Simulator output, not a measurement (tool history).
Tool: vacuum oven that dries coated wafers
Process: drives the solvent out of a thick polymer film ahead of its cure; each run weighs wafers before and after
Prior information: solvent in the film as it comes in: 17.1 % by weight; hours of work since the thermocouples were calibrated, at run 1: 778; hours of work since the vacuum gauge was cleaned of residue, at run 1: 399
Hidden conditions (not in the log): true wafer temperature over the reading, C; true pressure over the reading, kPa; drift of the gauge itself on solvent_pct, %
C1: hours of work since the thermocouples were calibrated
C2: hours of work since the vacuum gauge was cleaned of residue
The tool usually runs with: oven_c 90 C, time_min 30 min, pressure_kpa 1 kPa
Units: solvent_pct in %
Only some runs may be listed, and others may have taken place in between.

run 1 hour=0 | oven_c=90 time_min=30 pressure_kpa=1 | C1=778 C2=399 | solvent_pct=3.26
run 2 hour=12.9 | oven_c=76 time_min=30 pressure_kpa=1 | C1=786 C2=408 | solvent_pct=8.17
run 3 hour=25.1 | oven_c=90 time_min=30 pressure_kpa=1 | C1=795 C2=416 | solvent_pct=3.2
run 4 hour=36 | oven_c=90 time_min=36 pressure_kpa=1 | C1=802 C2=423 | solvent_pct=2.54
run 5 hour=48.8 | oven_c=90 time_min=30 pressure_kpa=2.49 | C1=810 C2=431 | solvent_pct=4.1
run 6 hour=61.5 | oven_c=90 time_min=30 pressure_kpa=2.49 | C1=819 C2=440 | solvent_pct=4.05
run 7 hour=72.2 | oven_c=90 time_min=30 pressure_kpa=2.49 | C1=826 C2=447 | solvent_pct=4.13
run 8 hour=85.9 | oven_c=90 time_min=30 pressure_kpa=2.49 | C1=835 C2=456 | solvent_pct=4.16
run 9 hour=98.7 | oven_c=90 time_min=30 pressure_kpa=3.12 | C1=843 C2=465 | solvent_pct=4.5
-- hour=101.8 oven's thermocouples calibrated
run 10 hour=108.1 | oven_c=90 time_min=30 pressure_kpa=1 | C1=4 C2=470 | solvent_pct=3.11
run 11 hour=121.1 | oven_c=90 time_min=30 pressure_kpa=1 | C1=13 C2=478 | solvent_pct=3.24
run 12 hour=129.4 | oven_c=87 time_min=30 pressure_kpa=1 | C1=18 C2=484 | solvent_pct=4.08
run 13 hour=138.9 | oven_c=87 time_min=30 pressure_kpa=1 | C1=25 C2=490 | solvent_pct=4.12
run 14 hour=151 | oven_c=90 time_min=30 pressure_kpa=0.84 | C1=33 C2=498 | solvent_pct=3.09
run 15 hour=164.4 | oven_c=84 time_min=30 pressure_kpa=1 | C1=42 C2=507 | solvent_pct=5.23
run 16 hour=173.2 | oven_c=84 time_min=30 pressure_kpa=1 | C1=47 C2=513 | solvent_pct=5.15
run 17 hour=184.7 | oven_c=84 time_min=30 pressure_kpa=1 | C1=55 C2=520 | solvent_pct=5.24
run 18 hour=192.2 | oven_c=84 time_min=30 pressure_kpa=1 | C1=60 C2=525 | solvent_pct=5.06
run 19 hour=203.6 | oven_c=90 time_min=30 pressure_kpa=1 | C1=68 C2=533 | solvent_pct=3.32
run 20 hour=212 | oven_c=90 time_min=30 pressure_kpa=1 | C1=73 C2=539 | solvent_pct=3.21
run 21 hour=219.3 | oven_c=90 time_min=30 pressure_kpa=1 | C1=78 C2=543 | solvent_pct=3.22
run 22 hour=230.9 | oven_c=90 time_min=30 pressure_kpa=1 | C1=86 C2=551 | solvent_pct=3.09
run 23 hour=239.5 | oven_c=90 time_min=30 pressure_kpa=1 | C1=92 C2=557 | solvent_pct=3.28
run 24 hour=252.8 | oven_c=90 time_min=30 pressure_kpa=1 | C1=100 C2=566 | solvent_pct=3.17
run 25 hour=263.6 | oven_c=90 time_min=30 pressure_kpa=1 | C1=108 C2=573 | solvent_pct=3.11
run 26 hour=277.2 | oven_c=90 time_min=30 pressure_kpa=1 | C1=117 C2=582 | solvent_pct=3.23
run 27 hour=291.8 | oven_c=90 time_min=49 pressure_kpa=1.19 | C1=126 C2=592 | solvent_pct=1.74
run 28 hour=306.6 | oven_c=90 time_min=49 pressure_kpa=1.19 | C1=136 C2=602 | solvent_pct=1.7
run 29 hour=317.3 | oven_c=90 time_min=49 pressure_kpa=1.19 | C1=143 C2=609 | solvent_pct=1.7
run 30 hour=326.1 | oven_c=84 time_min=30 pressure_kpa=1 | C1=149 C2=614 | solvent_pct=5.19
run 31 hour=335.2 | oven_c=84 time_min=22 pressure_kpa=1 | C1=155 C2=621 | solvent_pct=6.74
run 32 hour=346 | oven_c=90 time_min=30 pressure_kpa=0.69 | C1=162 C2=628 | solvent_pct=3.01
run 33 hour=354.5 | oven_c=88 time_min=30 pressure_kpa=0.69 | C1=168 C2=633 | solvent_pct=3.68
run 34 hour=369.6 | oven_c=93 time_min=30 pressure_kpa=1.3 | C1=178 C2=643 | solvent_pct=2.49
run 35 hour=382.5 | oven_c=93 time_min=30 pressure_kpa=1.3 | C1=187 C2=652 | solvent_pct=2.58
run 36 hour=391.2 | oven_c=93 time_min=30 pressure_kpa=1.3 | C1=192 C2=658 | solvent_pct=2.61
run 37 hour=404.1 | oven_c=88 time_min=28 pressure_kpa=3.31 | C1=201 C2=666 | solvent_pct=5.61
run 38 hour=412.2 | oven_c=90 time_min=20 pressure_kpa=1.7 | C1=206 C2=672 | solvent_pct=5.46
run 39 hour=419.3 | oven_c=90 time_min=20 pressure_kpa=1.7 | C1=211 C2=676 | solvent_pct=5.39
run 40 hour=428.6 | oven_c=77 time_min=34 pressure_kpa=3.93 | C1=217 C2=683 | solvent_pct=9.09
run 41 hour=442.6 | oven_c=104 time_min=25 pressure_kpa=3.81 | C1=227 C2=692 | solvent_pct=2.04
run 42 hour=454.1 | oven_c=104 time_min=25 pressure_kpa=3.81 | C1=234 C2=700 | solvent_pct=1.97
run 43 hour=469.5 | oven_c=104 time_min=25 pressure_kpa=3.81 | C1=245 C2=710 | solvent_pct=2.04
run 44 hour=478.4 | oven_c=85 time_min=37 pressure_kpa=1 | C1=250 C2=716 | solvent_pct=3.76
run 45 hour=486.8 | oven_c=85 time_min=37 pressure_kpa=1 | C1=256 C2=721 | solvent_pct=3.79
run 46 hour=500.3 | oven_c=85 time_min=37 pressure_kpa=1 | C1=265 C2=730 | solvent_pct=3.94
run 47 hour=511.3 | oven_c=85 time_min=37 pressure_kpa=1 | C1=272 C2=738 | solvent_pct=3.87

Branching from run 47: 3 alternative next runs. What would each branch give?
run A hour=518.7 | oven_c=75 time_min=16 pressure_kpa=1.03 | C1=277 C2=743 | solvent_pct=?
run B hour=518.7 | oven_c=84 time_min=23 pressure_kpa=0.51 | C1=277 C2=743 | solvent_pct=?
run C hour=518.7 | oven_c=95 time_min=18 pressure_kpa=1.4 | C1=277 C2=743 | solvent_pct=?

run=A solvent_pct=10.79
run=B solvent_pct=6.19
run=C solvent_pct=4
Stripped of hidden state, with their random variation kept, the same runs would have yielded:
run=A solvent_pct=10.78
run=B solvent_pct=6.18
run=C solvent_pct=3.99
